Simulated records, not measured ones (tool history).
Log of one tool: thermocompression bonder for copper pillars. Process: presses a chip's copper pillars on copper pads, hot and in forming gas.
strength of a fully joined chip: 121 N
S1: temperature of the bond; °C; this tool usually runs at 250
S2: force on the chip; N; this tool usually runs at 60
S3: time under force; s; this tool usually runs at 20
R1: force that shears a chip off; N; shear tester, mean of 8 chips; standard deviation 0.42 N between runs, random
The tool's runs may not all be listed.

run	hour	S1	S2	S3	R1
1	0	250	60	20	64.5
2	22.1	250	60	20	64.4
3	46.7	268	60	20	78
# hour 51.5: forming gas filter changed
4	93.3	268	60	20	77.6
5	129.1	268	60	20	77.9
6	175.4	268	60	20	77.7
7	197.6	268	42	20	55.8
8	237.3	268	42	20	55.7
# hour 272.2: forming gas filter changed
9	273.2	268	42	20	55.3
10	304.3	268	42	20	55.6
11	324.1	232	42	20	34.5
12	354.2	232	42	20	34.2
13	386.2	250	60	45	82.9
14	407.8	250	60	20	65.4
15	439.4	250	60	10	50.6
16	459.6	250	60	10	50.7
17	481.3	245	60	20	61.2
# hour 494: forming gas filter changed
18	527.2	250	60	20	64.8
19	569.8	250	60	20	64.1
20	599.9	246	60	20	62.1
21	645.9	263	41	20	51.1
22	677	263	41	20	50.6
23	699.9	223	46	35	41.4
# hour 715.2: forming gas filter changed
24	747.6	235	39	38	42.7
25	793.9	250	47	20	50.7
26	838.6	260	60	11	59
27	876.1	237	60	11	44.1
28	905.8	237	60	11	44.6
29	932.4	237	60	11	43.9

Run 30 is up next; what results do you expect?
# hour 935.8: forming gas filter changed
30	960.2	250	60	47	?

{"run 30": {"R1": 82.8}}
Were there no unlogged condition in the tool, this run, its random variation unchanged, would have produced R1 82.5 N.
